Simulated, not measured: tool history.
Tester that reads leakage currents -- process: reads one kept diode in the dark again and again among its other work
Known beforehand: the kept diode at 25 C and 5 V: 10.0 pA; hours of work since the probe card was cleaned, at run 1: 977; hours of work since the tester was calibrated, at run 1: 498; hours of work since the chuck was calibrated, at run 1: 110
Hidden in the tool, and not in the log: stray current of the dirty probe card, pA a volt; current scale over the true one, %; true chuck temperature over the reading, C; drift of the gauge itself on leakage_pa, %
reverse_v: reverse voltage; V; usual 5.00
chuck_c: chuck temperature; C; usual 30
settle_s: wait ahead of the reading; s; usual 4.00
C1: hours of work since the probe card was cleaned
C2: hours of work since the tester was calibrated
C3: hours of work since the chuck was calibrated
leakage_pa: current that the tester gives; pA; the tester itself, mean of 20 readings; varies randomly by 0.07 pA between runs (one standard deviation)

{"run": 1, "hour": 0.0, "reverse_v": 5.0, "chuck_c": 30, "settle_s": 4.0, "C1": 977, "C2": 498, "C3": 110, "leakage_pa": 20.73}
{"run": 2, "hour": 20.8, "reverse_v": 5.0, "chuck_c": 29, "settle_s": 4.0, "C1": 987, "C2": 509, "C3": 120, "leakage_pa": 19.32}
{"run": 3, "hour": 41.9, "reverse_v": 5.0, "chuck_c": 42, "settle_s": 4.0, "C1": 998, "C2": 520, "C3": 131, "leakage_pa": 49.8}
{"run": 4, "hour": 64.2, "reverse_v": 5.0, "chuck_c": 30, "settle_s": 4.0, "C1": 1010, "C2": 531, "C3": 142, "leakage_pa": 20.57}
{"run": 5, "hour": 84.5, "reverse_v": 5.0, "chuck_c": 39, "settle_s": 4.0, "C1": 1020, "C2": 541, "C3": 153, "leakage_pa": 39.66}
{"run": 6, "hour": 113.5, "reverse_v": 5.0, "chuck_c": 39, "settle_s": 4.0, "C1": 1035, "C2": 556, "C3": 167, "leakage_pa": 39.52}
{"run": 7, "hour": 149.6, "reverse_v": 5.0, "chuck_c": 39, "settle_s": 4.0, "C1": 1053, "C2": 575, "C3": 186, "leakage_pa": 39.5}
{"run": 8, "hour": 174.5, "reverse_v": 5.0, "chuck_c": 39, "settle_s": 2.97, "C1": 1066, "C2": 587, "C3": 199, "leakage_pa": 39.84}
{"run": 9, "hour": 205.9, "reverse_v": 1.06, "chuck_c": 32, "settle_s": 2.03, "C1": 1082, "C2": 603, "C3": 215, "leakage_pa": 10.73}
{"run": 10, "hour": 243.4, "reverse_v": 5.0, "chuck_c": 58, "settle_s": 6.19, "C1": 1101, "C2": 622, "C3": 234, "leakage_pa": 165.31}
{"run": 11, "hour": 278.2, "reverse_v": 5.3, "chuck_c": 59, "settle_s": 0.62, "C1": 1119, "C2": 640, "C3": 251, "leakage_pa": 184.74}
{"run": 12, "hour": 308.0, "reverse_v": 4.57, "chuck_c": 26, "settle_s": 5.17, "C1": 1134, "C2": 655, "C3": 267, "leakage_pa": 15.28}
{"run": 13, "hour": 330.4, "reverse_v": 4.38, "chuck_c": 43, "settle_s": 0.66, "C1": 1145, "C2": 667, "C3": 278, "leakage_pa": 51.88}
{"run": 14, "hour": 361.8, "reverse_v": 1.41, "chuck_c": 30, "settle_s": 2.86, "C1": 1161, "C2": 683, "C3": 294, "leakage_pa": 10.58}
{"run": 15, "hour": 386.6, "reverse_v": 15.5, "chuck_c": 24, "settle_s": 2.03, "C1": 1174, "C2": 695, "C3": 307, "leakage_pa": 33.3}

Alternative continuations, all from the tool just after run 15; predict every row:
{"run": "A", "hour": 414.6, "reverse_v": 15.5, "chuck_c": 24, "settle_s": 1.69, "C1": 1188, "C2": 710, "C3": 321, "leakage_pa": "?"}
{"run": "B", "hour": 414.6, "reverse_v": 1.59, "chuck_c": 49, "settle_s": 6.23, "C1": 1188, "C2": 710, "C3": 321, "leakage_pa": "?"}
{"run": "C", "hour": 414.6, "reverse_v": 5.0, "chuck_c": 57, "settle_s": 4.0, "C1": 1188, "C2": 710, "C3": 321, "leakage_pa": "?"}

run=A leakage_pa=34.20
run=B leakage_pa=49.24
run=C leakage_pa=151.95
With no hidden state in the tool, these same runs would have given:
run=A leakage_pa=18.12
run=B leakage_pa=49.67
run=C leakage_pa=152.83

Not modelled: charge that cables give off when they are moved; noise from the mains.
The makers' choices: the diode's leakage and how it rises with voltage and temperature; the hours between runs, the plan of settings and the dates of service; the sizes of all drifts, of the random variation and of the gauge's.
